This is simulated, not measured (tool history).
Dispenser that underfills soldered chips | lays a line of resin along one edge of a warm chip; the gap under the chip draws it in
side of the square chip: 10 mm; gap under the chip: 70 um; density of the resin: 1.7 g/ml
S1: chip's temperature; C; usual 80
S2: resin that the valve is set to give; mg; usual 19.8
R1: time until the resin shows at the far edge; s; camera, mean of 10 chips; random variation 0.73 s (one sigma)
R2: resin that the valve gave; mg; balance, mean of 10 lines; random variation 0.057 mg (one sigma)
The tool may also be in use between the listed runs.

run	hour	S1	S2	R1	R2
1	0.0	80	19.8	70.0	19.53
2	4.5	80	19.8	92.3	19.38
3	11.4	80	19.8	138.0	19.33
4	14.3	80	19.8	163.7	19.48
# hour 15.4: new syringe of resin
5	17.9	80	20.3	74.7	19.81
6	23.4	80	20.3	105.7	19.79
7	30.3	80	19.8	156.1	19.10
# hour 32.7: new syringe of resin
8	33.7	80	19.8	67.4	19.21
9	39.3	80	19.8	95.4	19.28
# hour 43.6: dispensing valve cleaned and set on the balance
10	45.2	80	19.8	126.4	19.71
# hour 50.9: new syringe of resin
11	51.4	80	19.0	67.8	18.94
12	56.7	80	19.0	92.2	18.84
13	59.7	80	19.0	110.7	18.79
14	66.7	80	19.8	165.5	19.61
# hour 67.6: new syringe of resin
15	72.5	80	19.8	83.8	19.51
16	78.9	80	19.8	122.0	19.56
17	83.9	80	19.8	165.4	19.52
# hour 84.8: new syringe of resin
18	89.1	80	19.8	82.2	19.55
19	93.6	80	19.8	106.2	19.54
20	98.4	77	17.6	158.2	17.25
# hour 101.6: new syringe of resin
21	103.5	77	17.6	80.5	17.24
22	107.9	81	17.6	91.0	17.36
23	114.1	81	17.6	133.3	17.28
# hour 118.6: new syringe of resin
24	118.9	87	19.8	50.5	19.40
25	123.7	87	19.8	69.0	19.34
26	129.1	87	19.8	95.2	19.22
27	134.1	66	19.7	244.6	19.26
# hour 135.3: new syringe of resin
28	137.3	68	25.2	100.5	24.64
29	144.0	77	20.0	115.3	19.46
30	149.2	74	22.9	168.8	22.21
# hour 152.0: new syringe of resin
31	156.4	81	19.8	78.3	19.18
32	160.4	86	17.1	85.7	16.65
33	165.4	94	22.8	90.9	22.05
# hour 167.8: dispensing valve cleaned and set on the balance
34	169.4	94	22.8	107.5	22.83
# hour 170.0: new syringe of resin
35	175.9	90	22.9	66.2	23.03
36	181.9	82	17.4	121.0	17.43
37	186.2	91	24.2	119.6	24.05

3 ways to go on from here, each from the tool as it stands after run 37. What would each give?
# hour 186.9: new syringe of resin
A	192.5	65	19.3	?	?
# hour 186.9: new syringe of resin
B	192.5	71	17.4	?	?
# hour 186.9: new syringe of resin
C	192.5	80	19.2	?	?

run	R1	R2
A	144.5	19.31
B	120.8	17.31
C	88.1	19.11
Without the tool's hidden state the same runs would have given:
run	R1	R2
A	108.5	19.40
B	90.5	17.39
C	65.7	19.20

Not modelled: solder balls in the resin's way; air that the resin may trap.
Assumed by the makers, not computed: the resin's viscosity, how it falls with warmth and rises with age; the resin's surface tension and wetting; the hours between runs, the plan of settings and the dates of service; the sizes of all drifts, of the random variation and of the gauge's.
